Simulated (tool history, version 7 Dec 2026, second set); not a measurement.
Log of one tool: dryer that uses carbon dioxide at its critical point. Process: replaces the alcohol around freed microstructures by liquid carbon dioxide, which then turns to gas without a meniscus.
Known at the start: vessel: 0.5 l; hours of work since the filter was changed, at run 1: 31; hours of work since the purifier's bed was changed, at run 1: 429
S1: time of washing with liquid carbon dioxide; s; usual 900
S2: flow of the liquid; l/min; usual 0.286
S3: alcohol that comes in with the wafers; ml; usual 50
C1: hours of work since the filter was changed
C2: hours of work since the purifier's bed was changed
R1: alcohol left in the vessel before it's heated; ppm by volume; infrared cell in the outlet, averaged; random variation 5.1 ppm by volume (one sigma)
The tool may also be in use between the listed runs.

run	day	S1	S2	S3	C1	C2	R1
1	0.000	900	0.286	50	31	429	76
2	1.338	900	0.286	50	43	440	90
3	3.533	900	0.286	50	62	459	94
4	5.067	900	0.286	50	75	473	93
5	6.875	900	0.286	50	90	488	99
6	8.646	900	0.286	50	106	503	107
7	9.842	900	0.286	50	116	514	103
8	11.967	900	0.286	50	134	532	113
9	13.117	900	0.286	50	144	542	115
10	14.083	900	0.286	50	153	550	108
11	15.929	900	0.286	50	169	566	126
12	17.008	900	0.286	50	178	576	135
13	19.204	900	0.286	50	197	595	133
14	20.650	900	0.286	50	209	607	142
15	22.025	900	0.286	50	221	619	135
16	23.421	900	0.286	50	233	631	148
17	25.046	900	0.286	50	247	645	162
18	26.588	900	0.286	50	261	658	152
19	28.262	900	0.286	50	275	673	170
20	29.592	900	0.286	33	287	684	117
21	31.554	900	0.286	33	304	701	130
22	33.396	900	0.286	33	319	717	138
23	34.392	900	0.286	33	328	726	147
# day 35.054: inlet filter changed
24	35.500	900	0.388	55	4	735	40
25	36.629	900	0.308	80	14	745	80
26	38.417	900	0.308	80	29	760	97
27	39.546	900	0.308	80	39	770	88
28	40.517	1080	0.399	20	47	778	48
29	42.317	780	0.413	76	63	794	55
30	44.183	780	0.478	64	79	810	56
31	45.467	1380	0.212	82	90	821	91
32	46.767	1380	0.350	119	101	832	40
33	47.992	900	0.208	47	112	843	617
34	49.625	900	0.208	47	126	857	634
35	51.225	600	0.299	50	140	871	757
36	52.833	600	0.299	50	154	885	762
37	53.908	720	0.194	68	163	894	3404
38	55.192	720	0.194	68	174	905	3396
39	57.129	900	0.289	88	191	922	203
40	58.412	840	0.213	27	202	933	528
41	59.504	840	0.216	27	211	942	512
42	61.717	900	0.286	35	230	961	134
43	63.688	900	0.286	35	247	979	135
44	65.554	540	0.286	42	263	995	1562
45	67.646	540	0.286	42	282	1013	1604
46	69.079	720	0.286	50	294	1025	572

Measured less the same run without the tool's hidden state. The same run-to-run variation is in both; the gauge's scatter may not be:
The hidden state here: flow that reaches the vessel past the clogged filter, %; alcohol in the recycled carbon dioxide, ppm; drift of the gauge itself on alcohol_ppm, %.
run	R1
1	+28
2	+32
3	+35
4	+39
5	+43
6	+48
7	+52
8	+56
9	+58
10	+62
11	+67
12	+71
13	+77
14	+83
15	+86
16	+93
17	+100
18	+107
19	+115
20	+88
21	+95
22	+101
23	+103
24	+35
25	+38
26	+42
27	+43
28	+38
29	+41
30	+40
31	+56
32	+40
33	+179
34	+202
35	+247
36	+268
37	+913
38	+957
39	+121
40	+225
41	+233
42	+88
43	+95
44	+677
45	+728
46	+334
